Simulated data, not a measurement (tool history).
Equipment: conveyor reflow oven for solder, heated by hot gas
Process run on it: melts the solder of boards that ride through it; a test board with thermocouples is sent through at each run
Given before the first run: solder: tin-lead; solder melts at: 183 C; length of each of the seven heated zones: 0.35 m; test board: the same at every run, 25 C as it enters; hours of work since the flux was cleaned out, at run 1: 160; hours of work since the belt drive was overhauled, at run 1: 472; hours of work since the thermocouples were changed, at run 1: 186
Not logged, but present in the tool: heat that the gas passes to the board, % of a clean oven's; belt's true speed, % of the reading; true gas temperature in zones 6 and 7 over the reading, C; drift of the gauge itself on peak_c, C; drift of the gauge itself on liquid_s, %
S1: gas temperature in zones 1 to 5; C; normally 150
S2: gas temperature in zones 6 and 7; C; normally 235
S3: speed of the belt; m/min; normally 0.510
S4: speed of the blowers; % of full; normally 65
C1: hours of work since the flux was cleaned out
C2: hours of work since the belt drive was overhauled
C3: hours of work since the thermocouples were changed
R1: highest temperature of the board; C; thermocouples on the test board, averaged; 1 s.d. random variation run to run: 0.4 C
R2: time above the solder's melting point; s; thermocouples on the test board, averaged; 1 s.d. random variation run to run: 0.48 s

Run 1, hour 0.0: usual settings; C1 160; C2 472; C3 186. Result: R1 212.8 C, R2 61.1 s.
Run 2, hour 19.3: usual settings; C1 170; C2 482; C3 196. Result: R1 213.4 C, R2 60.9 s.
Run 3, hour 43.9: usual settings; C1 184; C2 496; C3 210. Result: R1 213.2 C, R2 61.4 s.
Run 4, hour 69.1: usual settings; C1 197; C2 509; C3 223. Result: R1 212.4 C, R2 61.3 s.
Run 5, hour 93.6: usual settings; C1 211; C2 523; C3 237. Result: R1 213.4 C, R2 60.4 s.
Run 6, hour 110.8: usual settings; C1 220; C2 532; C3 246. Result: R1 213.2 C, R2 61.4 s.
Run 7, hour 136.8: usual settings; C1 234; C2 546; C3 260. Result: R1 213.6 C, R2 61.3 s.
Run 8, hour 160.1: usual settings but S2 233 C; C1 247; C2 559; C3 273. Result: R1 210.9 C, R2 59.2 s.
Run 9, hour 180.2: usual settings but S3 0.476 m/min; C1 258; C2 570; C3 284. Result: R1 216.1 C, R2 67.6 s.
Run 10, hour 199.8: usual settings but S3 0.476 m/min; C1 269; C2 581; C3 295. Result: R1 215.0 C, R2 69.0 s.
Run 11, hour 219.1: usual settings but S3 0.476 m/min; C1 279; C2 591; C3 305. Result: R1 215.8 C, R2 68.5 s.
Run 12, hour 245.1: usual settings but S4 74 % of full; C1 294; C2 606; C3 319. Result: R1 216.6 C, R2 64.8 s.
Run 13, hour 259.5: usual settings but S4 74 % of full; C1 302; C2 613; C3 327. Result: R1 216.0 C, R2 64.6 s.
Run 14, hour 284.9: usual settings but S4 74 % of full; C1 315; C2 627; C3 341. Result: R1 215.8 C, R2 64.3 s.
Run 15, hour 309.9: usual settings; C1 329; C2 641; C3 355. Result: R1 212.9 C, R2 60.9 s.
At hour 324.4: flux residue cleaned out of gas plates and filters.
Run 16, hour 327.8: usual settings; C1 2; C2 648; C3 362. Result: R1 213.2 C, R2 61.5 s.
Run 17, hour 348.8: usual settings but S1 139 C, S3 0.416 m/min; C1 13; C2 660; C3 373. Result: R1 217.7 C, R2 76.7 s.
Run 18, hour 365.6: usual settings but S1 151 C, S4 85 % of full; C1 22; C2 669; C3 383. Result: R1 219.0 C, R2 68.1 s.
Run 19, hour 391.7: usual settings but S1 155 C, S2 236 C, S4 52 % of full; C1 37; C2 683; C3 397. Result: R1 210.4 C, R2 58.7 s.
Run 20, hour 418.6: usual settings but S3 0.499 m/min; C1 51; C2 698; C3 412. Result: R1 214.3 C, R2 63.5 s.
Run 21, hour 446.1: usual settings but S1 143 C, S3 0.484 m/min; C1 66; C2 713; C3 427. Result: R1 212.7 C, R2 62.2 s.
Run 22, hour 467.7: usual settings but S1 143 C, S3 0.484 m/min; C1 78; C2 724; C3 438. Result: R1 213.4 C, R2 61.2 s.
Run 23, hour 496.4: usual settings but S1 163 C, S2 234 C, S3 0.439 m/min, S4 82 % of full; C1 94; C2 740; C3 454. Result: R1 223.3 C, R2 90.1 s.
Run 24, hour 520.5: usual settings but S1 163 C, S2 247 C, S4 82 % of full; C1 107; C2 753; C3 467. Result: R1 231.0 C, R2 80.5 s.
Run 25, hour 533.7: usual settings but S1 163 C, S2 247 C, S4 82 % of full; C1 114; C2 761; C3 474. Result: R1 229.6 C, R2 80.6 s.
Run 26, hour 560.6: usual settings but S1 163 C, S2 247 C, S4 82 % of full; C1 129; C2 775; C3 489. Result: R1 230.6 C, R2 81.6 s.
Run 27, hour 587.7: usual settings but S3 0.521 m/min, S4 62 % of full; C1 144; C2 790; C3 504. Result: R1 211.1 C, R2 57.4 s.
Run 28, hour 610.7: usual settings but S3 0.521 m/min, S4 62 % of full; C1 156; C2 803; C3 516. Result: R1 210.9 C, R2 57.4 s.
Run 29, hour 628.7: usual settings but S1 159 C, S2 228 C; C1 166; C2 812; C3 526. Result: R1 208.9 C, R2 63.1 s.
Run 30, hour 652.0: usual settings but S1 139 C; C1 179; C2 825; C3 539. Result: R1 210.0 C, R2 54.0 s.
Run 31, hour 682.2: usual settings but S3 0.472 m/min, S4 55 % of full; C1 195; C2 842; C3 556. Result: R1 211.3 C, R2 64.6 s.
Run 32, hour 696.9: usual settings but S3 0.472 m/min, S4 55 % of full; C1 203; C2 850; C3 564. Result: R1 211.3 C, R2 64.5 s.

What if the next run were any one of these 3? Each begins from the tool's condition after run 32:
Run A, hour 711.7: usual settings but S3 0.472 m/min, S4 63 % of full; C1 212; C2 858; C3 572. Result: R1 ?, R2 ?.
Run B, hour 711.7: usual settings but S3 0.472 m/min, S4 75 % of full; C1 212; C2 858; C3 572. Result: R1 ?, R2 ?.
Run C, hour 711.7: usual settings but S3 0.605 m/min, S4 55 % of full; C1 212; C2 858; C3 572. Result: R1 ?, R2 ?.

run     R1    R2
  A  215.3  69.4
  B  218.1  72.9
  C  201.3  36.9
Had the tool no hidden state, the same runs would have come out as:
run     R1    R2
  A  215.5  69.5
  B  218.3  73.0
  C  201.4  37.1

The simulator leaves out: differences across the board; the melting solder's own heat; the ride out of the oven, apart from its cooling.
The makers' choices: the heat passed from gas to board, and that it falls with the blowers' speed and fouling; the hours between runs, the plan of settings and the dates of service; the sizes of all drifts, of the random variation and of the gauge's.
